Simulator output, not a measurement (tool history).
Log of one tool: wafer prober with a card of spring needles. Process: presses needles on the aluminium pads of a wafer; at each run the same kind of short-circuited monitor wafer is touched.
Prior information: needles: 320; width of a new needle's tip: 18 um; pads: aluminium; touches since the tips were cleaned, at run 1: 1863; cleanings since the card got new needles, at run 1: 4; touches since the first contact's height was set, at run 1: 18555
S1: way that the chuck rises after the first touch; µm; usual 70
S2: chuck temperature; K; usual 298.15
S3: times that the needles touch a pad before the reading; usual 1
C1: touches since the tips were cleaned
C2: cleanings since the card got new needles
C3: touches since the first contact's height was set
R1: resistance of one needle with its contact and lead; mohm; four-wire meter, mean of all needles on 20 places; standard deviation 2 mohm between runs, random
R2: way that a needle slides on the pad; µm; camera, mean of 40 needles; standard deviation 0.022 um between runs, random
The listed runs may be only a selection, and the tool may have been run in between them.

| run | day | S1 | S2 | S3 | C1 | C2 | C3 | R1 | R2 |
|---|---|---|---|---|---|---|---|---|---|
| 1 | 0 | 70 | 298.15 | 1 | 1863 | 4 | 18555 | 214 | 16.42 |
|  | 0.308 | tips cleaned on abrasive film |
|  | 0.729 | tips cleaned on abrasive film |
|  | 1.254 | tips cleaned on abrasive film |
|  | 1.675 | tips cleaned on abrasive film |
|  | 2.2 | tips cleaned on abrasive film |
|  | 2.621 | tips cleaned on abrasive film |
| 2 | 2.704 | 70 | 298.15 | 1 | 733 | 10 | 42413 | 216 | 16.4 |
|  | 3.125 | tips cleaned on abrasive film |
|  | 3.546 | tips cleaned on abrasive film |
|  | 4.067 | tips cleaned on abrasive film |
|  | 4.488 | tips cleaned on abrasive film |
| 3 | 4.771 | 70 | 298.15 | 1 | 2519 | 14 | 60698 | 218 | 16.41 |
|  | 4.983 | tips cleaned on abrasive film |
|  | 5.508 | tips cleaned on abrasive film |
|  | 6.033 | tips cleaned on abrasive film |
|  | 6.558 | tips cleaned on abrasive film |
|  | 7.083 | tips cleaned on abrasive film |
|  | 7.608 | tips cleaned on abrasive film |
|  | 8.029 | tips cleaned on abrasive film |
|  | 8.458 | height of the first contact set anew |
|  | 8.567 | tips cleaned on abrasive film |
| 4 | 8.575 | 70 | 298.15 | 1 | 92 | 22 | 1020 | 215 | 16.36 |
|  | 8.996 | tips cleaned on abrasive film |
|  | 9.417 | tips cleaned on abrasive film |
|  | 9.942 | tips cleaned on abrasive film |
|  | 10.362 | tips cleaned on abrasive film |
|  | 10.888 | tips cleaned on abrasive film |
|  | 11.308 | tips cleaned on abrasive film |
|  | 11.833 | tips cleaned on abrasive film |
| 5 | 12.075 | 70 | 298.15 | 1 | 2154 | 29 | 31926 | 217 | 16.33 |
|  | 12.288 | tips cleaned on abrasive film |
|  | 12.812 | tips cleaned on abrasive film |
|  | 13.333 | tips cleaned on abrasive film |
|  | 13.754 | tips cleaned on abrasive film |
|  | 14.279 | tips cleaned on abrasive film |
|  | 14.7 | tips cleaned on abrasive film |
| 6 | 14.946 | 70 | 298.15 | 1 | 2201 | 35 | 57313 | 215 | 16.36 |
|  | 15.158 | tips cleaned on abrasive film |
|  | 15.579 | tips cleaned on abrasive film |
|  | 16.104 | tips cleaned on abrasive film |
|  | 16.625 | tips cleaned on abrasive film |
| 7 | 16.625 | 70 | 343.15 | 1 | 0 | 39 | 72124 | 227 | 16.35 |
|  | 17.15 | tips cleaned on abrasive film |
|  | 17.675 | tips cleaned on abrasive film |
|  | 18.2 | tips cleaned on abrasive film |
|  | 18.725 | tips cleaned on abrasive film |
| 8 | 18.85 | 70 | 343.15 | 1 | 1092 | 43 | 91764 | 229 | 16.33 |
|  | 18.967 | height of the first contact set anew |
|  | 19.179 | tips cleaned on abrasive film |
|  | 19.7 | tips cleaned on abrasive film |
|  | 20.225 | tips cleaned on abrasive film |
|  | 20.75 | tips cleaned on abrasive film |
| 9 | 20.838 | 70 | 343.15 | 1 | 774 | 47 | 16539 | 227 | 16.31 |
|  | 21.258 | tips cleaned on abrasive film |
|  | 21.679 | tips cleaned on abrasive film |
|  | 22.204 | tips cleaned on abrasive film |
|  | 22.625 | tips cleaned on abrasive film |
|  | 23.15 | tips cleaned on abrasive film |
|  | 23.571 | tips cleaned on abrasive film |
| 10 | 23.662 | 70 | 343.15 | 1 | 818 | 53 | 41468 | 225 | 16.3 |
|  | 24.083 | tips cleaned on abrasive film |
|  | 24.604 | tips cleaned on abrasive film |
|  | 25.129 | tips cleaned on abrasive film |
|  | 25.55 | tips cleaned on abrasive film |
|  | 26.075 | tips cleaned on abrasive film |
|  | 26.496 | tips cleaned on abrasive film |
|  | 26.962 | tips cleaned on abrasive film |
| 11 | 26.962 | 70 | 343.15 | 1 | 0 | 60 | 70630 | 226 | 16.23 |
|  | 27.383 | tips cleaned on abrasive film |
|  | 27.908 | tips cleaned on abrasive film |
|  | 28.433 | tips cleaned on abrasive film |
| 12 | 28.575 | 70 | 298.15 | 1 | 1273 | 63 | 84886 | 215 | 16.27 |
|  | 28.892 | tips cleaned on abrasive film |
|  | 29.417 | tips cleaned on abrasive film |
|  | 29.533 | height of the first contact set anew |
|  | 29.85 | tips cleaned on abrasive film |
|  | 30.375 | tips cleaned on abrasive film |
|  | 30.796 | tips cleaned on abrasive film |
|  | 31.321 | tips cleaned on abrasive film |
| 13 | 31.725 | 55 | 319.15 | 2 | 3616 | 69 | 19381 | 226 | 12.77 |
|  | 31.833 | tips cleaned on abrasive film |
|  | 32.254 | tips cleaned on abrasive film |
|  | 32.779 | tips cleaned on abrasive film |
|  | 33.304 | tips cleaned on abrasive film |
|  | 33.829 | tips cleaned on abrasive film |
|  | 34.283 | tips cleaned on abrasive film |
| 14 | 34.283 | 55 | 299.15 | 1 | 0 | 75 | 41956 | 219 | 12.77 |
|  | 34.704 | tips cleaned on abrasive film |
|  | 35.229 | tips cleaned on abrasive film |
|  | 35.754 | tips cleaned on abrasive film |
|  | 36.279 | tips cleaned on abrasive film |
|  | 36.7 | tips cleaned on abrasive film |
| 15 | 36.788 | 52 | 315.15 | 2 | 770 | 80 | 64056 | 219 | 12.04 |
|  | 37.208 | tips cleaned on abrasive film |
|  | 37.733 | tips cleaned on abrasive film |
|  | 38.254 | tips cleaned on abrasive film |
|  | 38.688 | tips cleaned on abrasive film |
| 16 | 38.688 | 82 | 315.15 | 2 | 0 | 84 | 80863 | 219 | 18.99 |
|  | 39.108 | tips cleaned on abrasive film |
|  | 39.633 | tips cleaned on abrasive film |
|  | 40.062 | height of the first contact set anew |
|  | 40.171 | tips cleaned on abrasive film |
| 17 | 40.333 | 64 | 328.15 | 2 | 1426 | 87 | 2354 | 221 | 14.85 |
|  | 40.65 | tips cleaned on abrasive film |
|  | 41.071 | tips cleaned on abrasive film |
|  | 41.279 | gauge calibrated |
|  | 41.592 | tips cleaned on abrasive film |
|  | 42.012 | tips cleaned on abrasive film |
| 18 | 42.1 | 64 | 328.15 | 2 | 762 | 91 | 17955 | 221 | 15.04 |
|  | 42.521 | tips cleaned on abrasive film |
|  | 42.942 | tips cleaned on abrasive film |
|  | 43.467 | tips cleaned on abrasive film |
|  | 43.888 | tips cleaned on abrasive film |
|  | 44.408 | tips cleaned on abrasive film |
|  | 44.829 | tips cleaned on abrasive film |
|  | 45.354 | tips cleaned on abrasive film |
|  | 45.879 | tips cleaned on abrasive film |
| 19 | 45.983 | 64 | 328.15 | 1 | 907 | 99 | 52247 | 220 | 14.94 |
|  | 46.404 | tips cleaned on abrasive film |
|  | 46.929 | tips cleaned on abrasive film |
|  | 47.45 | tips cleaned on abrasive film |
|  | 47.975 | tips cleaned on abrasive film |
|  | 48.5 | tips cleaned on abrasive film |
| 20 | 48.771 | 73 | 328.15 | 1 | 2417 | 104 | 76920 | 223 | 17.07 |
|  | 48.983 | tips cleaned on abrasive film |
|  | 49.404 | tips cleaned on abrasive film |
|  | 49.929 | tips cleaned on abrasive film |
|  | 50.35 | tips cleaned on abrasive film |
|  | 50.571 | height of the first contact set anew |
|  | 50.888 | tips cleaned on abrasive film |
|  | 51.308 | tips cleaned on abrasive film |
|  | 51.788 | tips cleaned on abrasive film |
| 21 | 51.788 | 53 | 298.15 | 1 | 0 | 111 | 10730 | 220 | 12.38 |
|  | 52.208 | tips cleaned on abrasive film |
|  | 52.733 | tips cleaned on abrasive film |
|  | 53.154 | tips cleaned on abrasive film |
|  | 53.625 | tips cleaned on abrasive film |
| 22 | 53.625 | 53 | 298.15 | 1 | 0 | 115 | 26960 | 220 | 12.37 |
|  | 54.046 | tips cleaned on abrasive film |
|  | 54.467 | tips cleaned on abrasive film |
|  | 54.992 | tips cleaned on abrasive film |
|  | 55.412 | tips cleaned on abrasive film |
|  | 55.938 | tips cleaned on abrasive film |
|  | 56.358 | tips cleaned on abrasive film |
| 23 | 56.746 | 53 | 299.15 | 2 | 3453 | 121 | 54525 | 218 | 12.37 |

3 options for the next run, each taken on its own from the tool as it stands now. Forecast them:
|  | 56.854 | tips cleaned on abrasive film |
|  | 57.379 | tips cleaned on abrasive film |
|  | 57.8 | tips cleaned on abrasive film |
|  | 58.325 | tips cleaned on abrasive film |
|  | 58.742 | tips cleaned on abrasive film |
|  | 59.267 | tips cleaned on abrasive film |
| A | 59.383 | 61 | 321.15 | 2 | 1016 | 127 | 77797 | ? | ? |
|  | 56.854 | tips cleaned on abrasive film |
|  | 57.379 | tips cleaned on abrasive film |
|  | 57.8 | tips cleaned on abrasive film |
|  | 58.325 | tips cleaned on abrasive film |
|  | 58.742 | tips cleaned on abrasive film |
|  | 59.267 | tips cleaned on abrasive film |
| B | 59.383 | 53 | 312.15 | 2 | 1016 | 127 | 77797 | ? | ? |
|  | 56.854 | tips cleaned on abrasive film |
|  | 57.379 | tips cleaned on abrasive film |
|  | 57.8 | tips cleaned on abrasive film |
|  | 58.325 | tips cleaned on abrasive film |
|  | 58.742 | tips cleaned on abrasive film |
|  | 59.267 | tips cleaned on abrasive film |
| C | 59.383 | 62 | 304.15 | 2 | 1016 | 127 | 77797 | ? | ? |

| run | R1 | R2 |
|---|---|---|
| A | 221 | 14.23 |
| B | 223 | 12.35 |
| C | 218 | 14.48 |
Stripped of hidden state, with their random variation kept, the same runs would have yielded:
| run | R1 | R2 |
|---|---|---|
| A | 221 | 14.31 |
| B | 222 | 12.43 |
| C | 217 | 14.56 |
